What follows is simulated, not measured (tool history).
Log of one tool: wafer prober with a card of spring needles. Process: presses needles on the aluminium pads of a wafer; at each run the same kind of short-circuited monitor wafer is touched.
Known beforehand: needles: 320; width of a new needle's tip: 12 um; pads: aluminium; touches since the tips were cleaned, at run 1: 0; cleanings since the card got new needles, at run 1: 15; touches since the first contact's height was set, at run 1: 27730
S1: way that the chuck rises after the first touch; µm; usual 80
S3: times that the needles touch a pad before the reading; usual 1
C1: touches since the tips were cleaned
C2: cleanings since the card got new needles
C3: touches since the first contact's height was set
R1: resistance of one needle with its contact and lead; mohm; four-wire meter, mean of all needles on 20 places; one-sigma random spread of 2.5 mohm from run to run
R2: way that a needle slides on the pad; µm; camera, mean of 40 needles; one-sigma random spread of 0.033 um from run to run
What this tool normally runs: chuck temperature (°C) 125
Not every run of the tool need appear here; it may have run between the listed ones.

{"run": 1, "day": 0.0, "S1": 80, "chuck temperature (°C)": 125, "S3": 1, "C1": 0, "C2": 15, "C3": 27730, "R1": 290, "R2": 15.54}
{"day": 1.462, "done": "tips cleaned on abrasive film"}
{"run": 2, "day": 1.462, "S1": 81, "chuck temperature (°C)": 125, "S3": 1, "C1": 0, "C2": 16, "C3": 36420, "R1": 291, "R2": 15.81}
{"run": 3, "day": 2.804, "S1": 81, "chuck temperature (°C)": 125, "S3": 1, "C1": 7984, "C2": 16, "C3": 44404, "R1": 289, "R2": 15.73}
{"day": 2.921, "done": "tips cleaned on abrasive film"}
{"run": 4, "day": 3.804, "S1": 80, "chuck temperature (°C)": 125, "S3": 3, "C1": 5270, "C2": 17, "C3": 50340, "R1": 289, "R2": 15.53}
{"day": 4.408, "done": "tips cleaned on abrasive film"}
{"run": 5, "day": 5.558, "S1": 80, "chuck temperature (°C)": 125, "S3": 3, "C1": 6839, "C2": 18, "C3": 60763, "R1": 295, "R2": 15.5}
{"day": 5.9, "done": "tips cleaned on abrasive film"}
{"run": 6, "day": 7.092, "S1": 80, "chuck temperature (°C)": 125, "S3": 3, "C1": 7094, "C2": 19, "C3": 69878, "R1": 289, "R2": 15.44}
{"day": 7.325, "done": "tips cleaned on abrasive film"}
{"day": 8.746, "done": "tips cleaned on abrasive film"}
{"run": 7, "day": 8.746, "S1": 78, "chuck temperature (°C)": 125, "S3": 1, "C1": 0, "C2": 21, "C3": 79683, "R1": 288, "R2": 15.08}
{"run": 8, "day": 9.671, "S1": 73, "chuck temperature (°C)": 125, "S3": 1, "C1": 5507, "C2": 21, "C3": 85190, "R1": 292, "R2": 14.06}
{"day": 10.208, "done": "tips cleaned on abrasive film"}
{"day": 11.629, "done": "tips cleaned on abrasive film"}
{"run": 9, "day": 11.65, "S1": 80, "chuck temperature (°C)": 125, "S3": 1, "C1": 122, "C2": 23, "C3": 96948, "R1": 286, "R2": 15.42}
{"run": 10, "day": 12.946, "S1": 80, "chuck temperature (°C)": 125, "S3": 1, "C1": 7832, "C2": 23, "C3": 104658, "R1": 289, "R2": 15.41}
{"day": 13.104, "done": "tips cleaned on abrasive film"}
{"run": 11, "day": 13.854, "S1": 80, "chuck temperature (°C)": 125, "S3": 1, "C1": 4481, "C2": 24, "C3": 110049, "R1": 294, "R2": 15.43}
{"day": 14.662, "done": "tips cleaned on abrasive film"}
{"run": 12, "day": 15.038, "S1": 80, "chuck temperature (°C)": 125, "S3": 1, "C1": 2238, "C2": 25, "C3": 117072, "R1": 292, "R2": 15.36}
{"day": 15.158, "done": "height of the first contact set anew"}
{"run": 13, "day": 16.067, "S1": 80, "chuck temperature (°C)": 98, "S3": 1, "C1": 8300, "C2": 25, "C3": 5429, "R1": 282, "R2": 15.41}
{"day": 16.217, "done": "tips cleaned on abrasive film"}
{"day": 17.775, "done": "tips cleaned on abrasive film"}
{"run": 14, "day": 17.9, "S1": 80, "chuck temperature (°C)": 125, "S3": 2, "C1": 741, "C2": 27, "C3": 16294, "R1": 283, "R2": 15.39}
{"run": 15, "day": 18.788, "S1": 80, "chuck temperature (°C)": 125, "S3": 2, "C1": 6031, "C2": 27, "C3": 21584, "R1": 291, "R2": 15.32}
{"day": 19.217, "done": "tips cleaned on abrasive film"}
{"run": 16, "day": 20.196, "S1": 80, "chuck temperature (°C)": 125, "S3": 2, "C1": 5827, "C2": 28, "C3": 29945, "R1": 294, "R2": 15.37}
{"day": 20.646, "done": "tips cleaned on abrasive film"}
{"run": 17, "day": 21.904, "S1": 67, "chuck temperature (°C)": 125, "S3": 2, "C1": 7506, "C2": 29, "C3": 40113, "R1": 291, "R2": 12.84}
{"day": 22.175, "done": "tips cleaned on abrasive film"}
{"run": 18, "day": 23.3, "S1": 67, "chuck temperature (°C)": 125, "S3": 2, "C1": 6690, "C2": 30, "C3": 48390, "R1": 297, "R2": 12.85}
{"day": 23.588, "done": "tips cleaned on abrasive film"}
{"day": 25.129, "done": "tips cleaned on abrasive film"}
{"run": 19, "day": 25.208, "S1": 89, "chuck temperature (°C)": 35, "S3": 1, "C1": 489, "C2": 32, "C3": 59721, "R1": 264, "R2": 17.01}
{"run": 20, "day": 26.221, "S1": 89, "chuck temperature (°C)": 76, "S3": 2, "C1": 6502, "C2": 32, "C3": 65734, "R1": 278, "R2": 16.99}
{"day": 26.579, "done": "tips cleaned on abrasive film"}
{"run": 21, "day": 27.546, "S1": 85, "chuck temperature (°C)": 46, "S3": 2, "C1": 5757, "C2": 33, "C3": 73624, "R1": 267, "R2": 16.19}
{"day": 28.0, "done": "tips cleaned on abrasive film"}
{"run": 22, "day": 28.921, "S1": 85, "chuck temperature (°C)": 46, "S3": 2, "C1": 5480, "C2": 34, "C3": 81783, "R1": 267, "R2": 16.15}
{"day": 29.488, "done": "tips cleaned on abrasive film"}
{"run": 23, "day": 30.483, "S1": 85, "chuck temperature (°C)": 107, "S3": 2, "C1": 5932, "C2": 35, "C3": 91060, "R1": 282, "R2": 16.16}
{"day": 30.929, "done": "tips cleaned on abrasive film"}
{"run": 24, "day": 32.029, "S1": 81, "chuck temperature (°C)": 74, "S3": 2, "C1": 6546, "C2": 36, "C3": 100253, "R1": 279, "R2": 15.39}
{"day": 32.417, "done": "tips cleaned on abrasive film"}
{"day": 33.829, "done": "tips cleaned on abrasive film"}
{"run": 25, "day": 33.829, "S1": 99, "chuck temperature (°C)": 74, "S3": 1, "C1": 0, "C2": 38, "C3": 110918, "R1": 275, "R2": 18.71}
{"day": 34.596, "done": "gauge calibrated"}
{"day": 34.946, "done": "height of the first contact set anew"}
{"run": 26, "day": 34.971, "S1": 99, "chuck temperature (°C)": 74, "S3": 1, "C1": 6725, "C2": 38, "C3": 147, "R1": 273, "R2": 19.25}
{"day": 35.279, "done": "tips cleaned on abrasive film"}
{"day": 36.779, "done": "tips cleaned on abrasive film"}
{"run": 27, "day": 36.9, "S1": 99, "chuck temperature (°C)": 55, "S3": 1, "C1": 710, "C2": 40, "C3": 11590, "R1": 265, "R2": 19.22}
{"run": 28, "day": 37.829, "S1": 67, "chuck temperature (°C)": 125, "S3": 1, "C1": 6257, "C2": 40, "C3": 17137, "R1": 297, "R2": 12.99}
{"day": 38.312, "done": "tips cleaned on abrasive film"}
{"run": 29, "day": 38.983, "S1": 74, "chuck temperature (°C)": 125, "S3": 1, "C1": 4013, "C2": 41, "C3": 23996, "R1": 294, "R2": 14.39}
{"day": 39.762, "done": "tips cleaned on abrasive film"}
{"run": 30, "day": 40.833, "S1": 85, "chuck temperature (°C)": 53, "S3": 1, "C1": 6371, "C2": 42, "C3": 34979, "R1": 273, "R2": 16.43}
{"day": 41.246, "done": "tips cleaned on abrasive film"}
{"run": 31, "day": 42.167, "S1": 85, "chuck temperature (°C)": 53, "S3": 1, "C1": 5480, "C2": 43, "C3": 42898, "R1": 270, "R2": 16.44}
{"day": 42.708, "done": "tips cleaned on abrasive film"}
{"run": 32, "day": 43.375, "S1": 85, "chuck temperature (°C)": 53, "S3": 1, "C1": 3967, "C2": 44, "C3": 50078, "R1": 271, "R2": 16.39}

Forecast each of these 4 alternatives for the next run:
{"day": 44.133, "done": "tips cleaned on abrasive film"}
{"run": "A", "day": 45.408, "S1": 80, "chuck temperature (°C)": 70, "S3": 1, "C1": 7607, "C2": 45, "C3": 62166, "R1": "?", "R2": "?"}
{"day": 44.133, "done": "tips cleaned on abrasive film"}
{"run": "B", "day": 45.408, "S1": 85, "chuck temperature (°C)": 53, "S3": 1, "C1": 7607, "C2": 45, "C3": 62166, "R1": "?", "R2": "?"}
{"day": 44.133, "done": "tips cleaned on abrasive film"}
{"run": "C", "day": 45.408, "S1": 71, "chuck temperature (°C)": 103, "S3": 1, "C1": 7607, "C2": 45, "C3": 62166, "R1": "?", "R2": "?"}
{"day": 44.133, "done": "tips cleaned on abrasive film"}
{"run": "D", "day": 45.408, "S1": 65, "chuck temperature (°C)": 39, "S3": 3, "C1": 7607, "C2": 45, "C3": 62166, "R1": "?", "R2": "?"}

run=A R1=276 R2=15.46
run=B R1=271 R2=16.48
run=C R1=283 R2=13.75
run=D R1=267 R2=12.51
Without the tool's unlogged condition, the same runs would have read:
run=A R1=275 R2=15.59
run=B R1=269 R2=16.62
run=C R1=282 R2=13.87
run=D R1=267 R2=12.62

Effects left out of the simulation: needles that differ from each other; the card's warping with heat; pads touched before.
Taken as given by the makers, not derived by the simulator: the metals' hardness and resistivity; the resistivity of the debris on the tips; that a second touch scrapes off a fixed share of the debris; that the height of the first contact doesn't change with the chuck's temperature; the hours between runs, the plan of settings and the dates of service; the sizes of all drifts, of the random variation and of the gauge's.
